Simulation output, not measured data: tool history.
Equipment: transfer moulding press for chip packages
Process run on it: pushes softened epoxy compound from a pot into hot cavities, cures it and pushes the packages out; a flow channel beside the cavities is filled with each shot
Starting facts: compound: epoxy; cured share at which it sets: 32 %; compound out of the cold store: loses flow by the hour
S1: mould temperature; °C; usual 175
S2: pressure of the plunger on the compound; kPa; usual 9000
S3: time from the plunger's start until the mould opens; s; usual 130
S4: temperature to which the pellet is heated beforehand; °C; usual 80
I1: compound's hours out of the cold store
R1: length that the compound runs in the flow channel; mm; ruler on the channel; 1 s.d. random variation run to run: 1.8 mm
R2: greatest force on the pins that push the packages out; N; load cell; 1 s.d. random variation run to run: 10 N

| run | day | S1 | S2 | S3 | S4 | I1 | R1 | R2 |
|---|---|---|---|---|---|---|---|---|
| 1 | 0 | 175 | 9000 | 130 | 80 | 31.4 | 460 | 497 |
| 2 | 0.229 | 175 | 9000 | 130 | 80 | 31.4 | 460 | 499 |
| 3 | 0.521 | 175 | 9000 | 130 | 77 | 47.9 | 415 | 551 |
| 4 | 0.912 | 175 | 9000 | 149 | 80 | 13.4 | 515 | 544 |
| 5 | 1.317 | 175 | 9600 | 130 | 80 | 17.1 | 519 | 631 |
| 6 | 1.8 | 175 | 9600 | 130 | 80 | 29.5 | 477 | 664 |
| 7 | 2.242 | 175 | 8740 | 130 | 73 | 22.3 | 477 | 714 |
|  | 2.329 | cavities cleaned with cleaning compound and waxed |
| 8 | 2.692 | 167 | 8740 | 130 | 73 | 41.4 | 442 | 1152 |
| 9 | 3.058 | 167 | 8740 | 130 | 73 | 8.5 | 545 | 1311 |
| 10 | 3.438 | 175 | 9000 | 130 | 71 | 23.7 | 479 | 796 |
| 11 | 3.921 | 175 | 9000 | 130 | 71 | 29.5 | 463 | 789 |
| 12 | 4.362 | 175 | 7060 | 138 | 80 | 26.4 | 414 | 827 |

Had the tool no unlogged condition, and each run kept its random variation, what would the results have been?
The hidden state here: true mould temperature over the reading, C; pressure that reaches the compound, % of what is set; grip of the stained cavities, % over clean ones'; drift of the gauge itself on flow_mm, %; drift of the gauge itself on push_out_n, %.
| run | R1 | R2 |
|---|---|---|
| 1 | 478 | 485 |
| 2 | 478 | 464 |
| 3 | 432 | 484 |
| 4 | 535 | 446 |
| 5 | 541 | 483 |
| 6 | 497 | 481 |
| 7 | 498 | 493 |
| 8 | 462 | 707 |
| 9 | 570 | 776 |
| 10 | 502 | 474 |
| 11 | 486 | 456 |
| 12 | 434 | 471 |
